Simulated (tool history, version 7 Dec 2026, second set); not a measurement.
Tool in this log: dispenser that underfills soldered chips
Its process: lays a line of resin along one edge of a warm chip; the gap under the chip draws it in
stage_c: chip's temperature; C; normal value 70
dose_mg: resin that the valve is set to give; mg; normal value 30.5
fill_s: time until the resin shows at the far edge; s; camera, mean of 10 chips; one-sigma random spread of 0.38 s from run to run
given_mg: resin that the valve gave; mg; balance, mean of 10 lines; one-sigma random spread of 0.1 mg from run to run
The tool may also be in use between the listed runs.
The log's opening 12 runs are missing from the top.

| run | hour | stage_c | dose_mg | hours of work since the syringe was changed | hours of work since the valve was cleaned | hours of work since the stage was calibrated | fill_s | given_mg |
|---|---|---|---|---|---|---|---|---|
|  | 86.6 | new syringe of resin |
| 13 | 94.2 | 70 | 30.5 | 6 | 45 | 292 | 30.9 | 29.53 |
|  | 97.7 | dispensing valve cleaned and set on the balance |
| 14 | 100.3 | 70 | 28 | 10 | 2 | 296 | 39.5 | 27.77 |
|  | 101.6 | new syringe of resin |
| 15 | 108.5 | 70 | 35.1 | 6 | 8 | 302 | 29.3 | 34.73 |
|  | 115 | new syringe of resin |
| 16 | 115.2 | 70 | 35.1 | 0 | 13 | 307 | 21.3 | 34.9 |
| 17 | 121.3 | 63 | 35.1 | 5 | 18 | 312 | 41.5 | 34.47 |
|  | 128.1 | new syringe of resin |
| 18 | 129.3 | 59 | 30.5 | 1 | 24 | 319 | 43 | 29.84 |
| 19 | 134.9 | 78 | 31.1 | 5 | 29 | 323 | 19.3 | 30.31 |
|  | 141.4 | new syringe of resin |
| 20 | 145.9 | 72 | 33.3 | 4 | 37 | 332 | 23.5 | 32.14 |
| 21 | 152 | 55 | 26.9 | 8 | 42 | 336 | 82.3 | 26.05 |
|  | 154.5 | new syringe of resin |
| 22 | 157.5 | 67 | 37.4 | 2 | 46 | 341 | 28.5 | 35.75 |
|  | 159.1 | dispensing valve cleaned and set on the balance |
| 23 | 164.5 | 55 | 35 | 7 | 4 | 345 | 73.2 | 34.93 |
|  | 168.6 | new syringe of resin |
| 24 | 170.4 | 55 | 35 | 1 | 9 | 350 | 54.5 | 34.78 |
| 25 | 174.9 | 70 | 37.2 | 5 | 12 | 353 | 27.9 | 36.68 |
| 26 | 180.6 | 70 | 25.9 | 10 | 17 | 358 | 37.4 | 25.58 |
|  | 181.7 | new syringe of resin |
| 27 | 188.3 | 67 | 27.4 | 5 | 23 | 364 | 34.4 | 27.09 |
| 28 | 193.9 | 67 | 27.4 | 10 | 27 | 368 | 44.4 | 26.8 |
|  | 194.9 | new syringe of resin |
| 29 | 199.9 | 56 | 26.5 | 4 | 32 | 373 | 63.5 | 25.76 |
| 30 | 206.6 | 56 | 26.5 | 9 | 37 | 378 | 82.2 | 25.62 |
|  | 208.5 | new syringe of resin |
| 31 | 213.3 | 71 | 38.7 | 4 | 42 | 383 | 24.6 | 37.31 |
|  | 219.9 | dispensing valve cleaned and set on the balance |
|  | 222.6 | new syringe of resin |
| 32 | 223.4 | 71 | 38.7 | 1 | 3 | 390 | 20.5 | 38.58 |
| 33 | 230.7 | 83 | 32.1 | 6 | 8 | 396 | 15.6 | 31.93 |
| 34 | 235.2 | 83 | 32.1 | 10 | 12 | 400 | 19.4 | 31.93 |
|  | 236.2 | new syringe of resin |
| 35 | 245.7 | 76 | 26.1 | 8 | 20 | 408 | 25 | 25.48 |

Here are 3 independent what-if runs from the current tool condition. What would each one return?
|  | 249.9 | new syringe of resin |
| A | 253.3 | 75 | 26.1 | 3 | 26 | 414 | ? | ? |
|  | 249.9 | new syringe of resin |
| B | 253.3 | 63 | 34 | 3 | 26 | 414 | ? | ? |
|  | 249.9 | new syringe of resin |
| C | 253.3 | 78 | 33.7 | 3 | 26 | 414 | ? | ? |

| run | fill_s | given_mg |
|---|---|---|
| A | 20.1 | 25.57 |
| B | 36 | 33.3 |
| C | 16.4 | 32.89 |
Had the tool no hidden state, the same runs would have come out as:
| run | fill_s | given_mg |
|---|---|---|
| A | 18.9 | 26.09 |
| B | 34.3 | 33.97 |
| C | 15.5 | 33.56 |
